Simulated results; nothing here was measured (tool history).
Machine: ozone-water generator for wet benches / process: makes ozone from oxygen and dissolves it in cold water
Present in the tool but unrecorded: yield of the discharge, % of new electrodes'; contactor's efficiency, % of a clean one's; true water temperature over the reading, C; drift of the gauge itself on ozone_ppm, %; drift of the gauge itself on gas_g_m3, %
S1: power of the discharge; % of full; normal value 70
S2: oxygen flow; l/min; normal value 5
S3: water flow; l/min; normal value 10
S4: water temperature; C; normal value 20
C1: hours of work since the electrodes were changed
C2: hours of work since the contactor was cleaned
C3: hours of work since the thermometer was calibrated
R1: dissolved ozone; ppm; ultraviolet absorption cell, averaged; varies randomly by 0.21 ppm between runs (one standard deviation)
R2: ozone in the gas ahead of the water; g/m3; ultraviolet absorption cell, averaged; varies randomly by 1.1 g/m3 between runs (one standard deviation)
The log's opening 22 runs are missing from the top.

{"run": 23, "hour": 760.0, "S1": 70, "S2": 5, "S3": 11, "S4": 24, "C1": 2045, "C2": 5332, "C3": 1318, "R1": 25.7, "R2": 191.7}
{"run": 24, "hour": 804.9, "S1": 70, "S2": 5, "S3": 11, "S4": 24, "C1": 2081, "C2": 5367, "C3": 1354, "R1": 25.5, "R2": 192.7}
{"run": 25, "hour": 844.6, "S1": 74, "S2": 3.07, "S3": 10, "S4": 20, "C1": 2112, "C2": 5399, "C3": 1385, "R1": 29.3, "R2": 234.3}
{"run": 26, "hour": 865.1, "S1": 70, "S2": 8.8, "S3": 10, "S4": 15, "C1": 2129, "C2": 5415, "C3": 1401, "R1": 33, "R2": 160.8}
{"run": 27, "hour": 891.4, "S1": 87, "S2": 5, "S3": 10, "S4": 15, "C1": 2149, "C2": 5436, "C3": 1422, "R1": 38.4, "R2": 228.2}
{"run": 28, "hour": 930.4, "S1": 87, "S2": 3.67, "S3": 8, "S4": 15, "C1": 2180, "C2": 5467, "C3": 1453, "R1": 43, "R2": 252.5}
{"run": 29, "hour": 952.7, "S1": 87, "S2": 3.67, "S3": 8, "S4": 15, "C1": 2198, "C2": 5484, "C3": 1471, "R1": 42.6, "R2": 253}
{"run": 30, "hour": 997.9, "S1": 87, "S2": 3.67, "S3": 8, "S4": 15, "C1": 2234, "C2": 5520, "C3": 1507, "R1": 42.4, "R2": 252.1}

Predict the results of run 31:
{"run": 31, "hour": 1022.5, "S1": 87, "S2": 3.67, "S3": 8, "S4": 15, "C1": 2253, "C2": 5540, "C3": 1526, "R1": "?", "R2": "?"}

For run 31 the tool returned R1 42.5 ppm, R2 253.9 g/m3.
Minus the tool's unlogged condition, the same run would have read R1 45.5 ppm, R2 267.7 g/m3.

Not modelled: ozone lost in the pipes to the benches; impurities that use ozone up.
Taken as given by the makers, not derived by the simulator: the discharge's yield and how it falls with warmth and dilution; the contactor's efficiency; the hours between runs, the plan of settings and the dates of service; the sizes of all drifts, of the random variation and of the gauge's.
